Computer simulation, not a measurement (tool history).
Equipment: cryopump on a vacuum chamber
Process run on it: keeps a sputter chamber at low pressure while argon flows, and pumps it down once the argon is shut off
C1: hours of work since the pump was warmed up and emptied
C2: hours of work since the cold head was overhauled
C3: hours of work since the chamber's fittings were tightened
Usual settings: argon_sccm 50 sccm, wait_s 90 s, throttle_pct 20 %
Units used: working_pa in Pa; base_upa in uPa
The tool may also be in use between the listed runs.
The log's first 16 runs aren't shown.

run 17 day=16.242 | argon_sccm=82 wait_s=96 throttle_pct=20 | C1=543 C2=543 C3=212 | working_pa=0.3504 base_upa=0.92
run 18 day=17.175 | argon_sccm=50 wait_s=136 throttle_pct=20 | C1=556 C2=556 C3=226 | working_pa=0.2135 base_upa=0.85
run 19 day=18.617 | argon_sccm=29 wait_s=136 throttle_pct=20 | C1=577 C2=577 C3=247 | working_pa=0.1243 base_upa=0.81
run 20 day=19.383 | argon_sccm=50 wait_s=90 throttle_pct=54 | C1=589 C2=589 C3=258 | working_pa=0.0844 base_upa=0.98
run 21 day=20.975 | argon_sccm=84 wait_s=90 throttle_pct=23 | C1=612 C2=612 C3=282 | working_pa=0.3144 base_upa=1.06
run 22 day=22.188 | argon_sccm=68 wait_s=90 throttle_pct=23 | C1=630 C2=630 C3=300 | working_pa=0.2568 base_upa=1.03
run 23 day=23.208 | argon_sccm=59 wait_s=109 throttle_pct=23 | C1=645 C2=645 C3=315 | working_pa=0.2206 base_upa=1.00
run 24 day=24.317 | argon_sccm=59 wait_s=109 throttle_pct=23 | C1=661 C2=661 C3=331 | working_pa=0.2229 base_upa=1.00
run 25 day=25.729 | argon_sccm=59 wait_s=109 throttle_pct=23 | C1=682 C2=682 C3=352 | working_pa=0.2215 base_upa=1.02
run 26 day=26.908 | argon_sccm=54 wait_s=157 throttle_pct=20 | C1=700 C2=700 C3=369 | working_pa=0.2342 base_upa=0.85
run 27 day=27.900 | argon_sccm=54 wait_s=157 throttle_pct=20 | C1=714 C2=714 C3=384 | working_pa=0.2351 base_upa=0.81
run 28 day=28.729 | argon_sccm=54 wait_s=157 throttle_pct=20 | C1=726 C2=726 C3=396 | working_pa=0.2317 base_upa=0.84
run 29 day=30.167 | argon_sccm=57 wait_s=31 throttle_pct=28 | C1=748 C2=748 C3=417 | working_pa=0.1806 base_upa=2.38
run 30 day=31.108 | argon_sccm=50 wait_s=71 throttle_pct=57 | C1=761 C2=761 C3=431 | working_pa=0.0834 base_upa=1.40
run 31 day=32.367 | argon_sccm=50 wait_s=71 throttle_pct=57 | C1=780 C2=780 C3=450 | working_pa=0.0851 base_upa=1.34
run 32 day=33.933 | argon_sccm=50 wait_s=71 throttle_pct=57 | C1=803 C2=803 C3=473 | working_pa=0.0841 base_upa=1.36
run 33 day=34.721 | argon_sccm=50 wait_s=97 throttle_pct=40 | C1=815 C2=815 C3=484 | working_pa=0.1163 base_upa=1.20
run 34 day=35.617 | argon_sccm=50 wait_s=97 throttle_pct=40 | C1=828 C2=828 C3=497 | working_pa=0.1147 base_upa=1.17
run 35 day=36.483 | argon_sccm=50 wait_s=97 throttle_pct=40 | C1=840 C2=840 C3=510 | working_pa=0.1150 base_upa=1.24

What if the next run were any one of these 3? Each begins from the tool's condition after run 35:
run A day=37.850 | argon_sccm=50 wait_s=21 throttle_pct=20 | C1=861 C2=861 C3=530 | working_pa=? base_upa=?
run B day=37.850 | argon_sccm=23 wait_s=163 throttle_pct=32 | C1=861 C2=861 C3=530 | working_pa=? base_upa=?
run C day=37.850 | argon_sccm=48 wait_s=90 throttle_pct=20 | C1=861 C2=861 C3=530 | working_pa=? base_upa=?

run=A working_pa=0.2207 base_upa=3.32
run=B working_pa=0.0657 base_upa=1.00
run=C working_pa=0.2101 base_upa=1.30
Take away the tool's hidden state, keep each run's random variation, and the runs would have read:
run=A working_pa=0.2070 base_upa=2.83
run=B working_pa=0.0595 base_upa=0.50
run=C working_pa=0.1970 base_upa=0.81

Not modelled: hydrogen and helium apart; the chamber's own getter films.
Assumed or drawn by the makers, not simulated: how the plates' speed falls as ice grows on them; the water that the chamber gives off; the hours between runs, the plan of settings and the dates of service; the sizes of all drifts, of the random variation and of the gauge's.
